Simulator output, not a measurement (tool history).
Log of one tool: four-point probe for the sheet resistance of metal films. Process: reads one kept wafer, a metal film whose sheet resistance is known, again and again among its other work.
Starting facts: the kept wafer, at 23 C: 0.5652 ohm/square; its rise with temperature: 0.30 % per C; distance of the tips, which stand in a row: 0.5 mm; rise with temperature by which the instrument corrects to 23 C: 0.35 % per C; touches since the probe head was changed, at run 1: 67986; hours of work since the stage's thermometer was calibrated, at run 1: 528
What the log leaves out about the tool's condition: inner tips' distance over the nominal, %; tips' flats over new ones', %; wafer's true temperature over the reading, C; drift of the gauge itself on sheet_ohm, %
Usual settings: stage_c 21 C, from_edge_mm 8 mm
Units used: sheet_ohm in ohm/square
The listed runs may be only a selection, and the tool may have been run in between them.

run	hour	stage_c	from_edge_mm	touches since the probe head was changed	hours of work since the stage's thermometer was calibrated	sheet_ohm
1	0	21	8	67986	528	0.566297
2	32.1	20	8	69217	545	0.566725
3	61.5	20	8	70344	560	0.566542
4	78.5	20	8	70995	568	0.566475
5	105.5	20	8	72031	582	0.566605
6	137.8	20	8	73267	598	0.566367
7	157	20	8	74005	608	0.566379
8	183	20	8	75000	621	0.566603
9	200	20	8	75654	630	0.566314
10	235.9	21	8	77028	648	0.566012
11	261.8	21	8	78021	661	0.565896
12	296.5	21	8	79350	679	0.565909
13	316.9	21	8	80134	689	0.565992
14	335.2	21	8	80835	699	0.565769
15	368.2	21	8	82100	716	0.565848
16	401	21	8	83359	732	0.565908
17	421.3	21	8	84137	743	0.565515
18	449.5	21	8	85215	757	0.565817
19	474.3	21	8	86167	770	0.565848
20	496	19	8	86998	781	0.566285
21	524.1	19	8	88075	795	0.566486
22	539.7	22	17	88673	803	0.56453
23	570.4	26	22	89850	818	0.563202
24	599.1	26	13	90952	833	0.563383
25	628	27	69	92060	848	0.56269
26	663.8	21	6	93432	866	0.566343
27	692	32	19	94510	880	0.56131
28	724.4	34	4	95753	897	0.565147
29	757.9	30	52	97037	914	0.561771
30	783.2	30	52	98009	927	0.561535
31	816	33	7	99265	943	0.562491
32	850.1	27	11	100570	961	0.562947
33	869.4	26	72	101310	971	0.562579

What will run 34 give?
34	885	26	72	101910	979	?

Logged for run 34: sheet_ohm 0.562442 ohm/square.
Take away the tool's hidden state, keep the run-to-run variation as it was, and the same run would have given sheet_ohm 0.564137 ohm/square.

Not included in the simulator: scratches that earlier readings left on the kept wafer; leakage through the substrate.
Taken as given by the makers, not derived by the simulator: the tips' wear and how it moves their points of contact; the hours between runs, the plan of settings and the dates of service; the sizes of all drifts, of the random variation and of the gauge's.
